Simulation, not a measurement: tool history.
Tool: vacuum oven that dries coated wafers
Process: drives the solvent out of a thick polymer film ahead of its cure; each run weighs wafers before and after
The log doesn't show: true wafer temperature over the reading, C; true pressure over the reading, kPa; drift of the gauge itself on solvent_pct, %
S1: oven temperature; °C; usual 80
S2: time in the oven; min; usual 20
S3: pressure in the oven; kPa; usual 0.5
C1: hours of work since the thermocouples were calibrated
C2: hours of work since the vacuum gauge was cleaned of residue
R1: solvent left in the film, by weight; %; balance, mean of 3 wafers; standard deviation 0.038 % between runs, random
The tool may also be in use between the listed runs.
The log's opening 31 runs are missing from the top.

run,hour,S1,S2,S3,C1,C2,R1
32,1956,92,17,1.105,374,2356,1.35
33,2031.5,68,20,1.138,408,2390,5.06
# hour 2095: vacuum gauge cleaned of residue and calibrated
34,2118,78,16,0.5,446,10,3.09
35,2157.7,74,24,0.5,464,28,2.3
36,2214,74,24,0.5,490,54,2.43
37,2286.4,90,11,1.41,523,87,2.74
38,2334.8,78,17,0.331,544,108,2.82
39,2373.8,76,35,0.5,562,126,1.02
40,2462.6,76,35,0.5,602,166,1.03
# hour 2471.8: oven's thermocouples calibrated
41,2530,76,35,0.5,26,196,1.06
42,2609,76,35,0.5,62,232,1.06

Here are 4 independent what-if runs from the current tool condition. What would each one return?
A,2658.6,94,20,0.443,84,254,?
B,2658.6,93,35,1.373,84,254,?
C,2658.6,76,36,0.337,84,254,?
D,2658.6,88,13,0.324,84,254,?

run,R1
A,0.47
B,0.55
C,0.94
D,2.17
Stripped of hidden state, with their random variation kept, the same runs would have yielded:
run,R1
A,0.4
B,0.5
C,0.81
D,2.02

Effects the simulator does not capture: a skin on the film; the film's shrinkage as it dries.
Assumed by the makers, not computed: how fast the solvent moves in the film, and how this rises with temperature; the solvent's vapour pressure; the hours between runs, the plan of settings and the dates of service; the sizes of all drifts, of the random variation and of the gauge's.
